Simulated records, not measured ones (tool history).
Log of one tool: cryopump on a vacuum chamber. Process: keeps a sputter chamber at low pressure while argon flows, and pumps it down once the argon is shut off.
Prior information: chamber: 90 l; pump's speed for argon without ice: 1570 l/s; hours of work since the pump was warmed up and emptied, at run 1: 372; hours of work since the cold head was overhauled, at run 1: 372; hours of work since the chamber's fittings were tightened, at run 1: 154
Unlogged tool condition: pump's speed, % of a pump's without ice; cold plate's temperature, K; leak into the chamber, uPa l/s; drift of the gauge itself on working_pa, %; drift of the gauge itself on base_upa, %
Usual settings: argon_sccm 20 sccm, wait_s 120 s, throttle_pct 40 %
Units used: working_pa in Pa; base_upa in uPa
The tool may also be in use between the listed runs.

run     day  argon_sccm  wait_s  throttle_pct  hours of work since the pump was warmed up and emptied  hours of work since the cold head was overhauled  hours of work since the chamber's fittings were tightened  working_pa  base_upa
  1       0          20     120            40                                                     372                                               372                                                        154      0.0567      1.08
  2   1.075          20     120            40                                                     394                                               394                                                        175       0.056      1.17
  3   2.092          20     120            40                                                     414                                               414                                                        195      0.0573      1.14
  4   3.004          20     120            40                                                     432                                               432                                                        213      0.0579       1.2
  5   3.875          20     120            40                                                     449                                               449                                                        230      0.0571      1.22
  6   4.696          20     120            40                                                     465                                               465                                                        246      0.0573      1.27
  7   5.342          20     120            40                                                     478                                               478                                                        259      0.0569      1.26
  8   5.908          20     120            40                                                     489                                               489                                                        270       0.057      1.26
  9   6.633          20     120            40                                                     503                                               503                                                        285      0.0577      1.29
 10   7.425          36      63            25                                                     519                                               519                                                        300      0.1612      1.93
 11   8.383          20      64            17                                                     538                                               538                                                        319      0.1318      1.88
 12   8.983          20      64            17                                                     550                                               550                                                        331      0.1302      1.96
 13      10          10      28            40                                                     570                                               570                                                        351      0.0289      3.52
 14  10.942          10      23            20                                                     588                                               588                                                        370      0.0559      4.23
 15  11.712          18     120            40                                                     604                                               604                                                        385      0.0529      1.53
 16  12.412          18     120            40                                                     617                                               617                                                        399      0.0524      1.52

Below, each run's measurement less what the same run would have read without the hidden state. Both values contain the same run-to-run variation, but the gauge's scatter may not be the same in both:
run  working_pa  base_upa
  1     +0.0027     +0.28
  2     +0.0029     +0.32
  3      +0.003     +0.35
  4     +0.0032     +0.39
  5     +0.0033     +0.41
  6     +0.0034     +0.45
  7     +0.0035     +0.46
  8     +0.0036     +0.47
  9     +0.0037     +0.49
 10     +0.0069     +0.55
 11      +0.004     +0.56
 12     +0.0041     +0.61
 13     +0.0022     +0.65
 14     +0.0022      +0.7
 15     +0.0041      +0.7
 16     +0.0042     +0.74
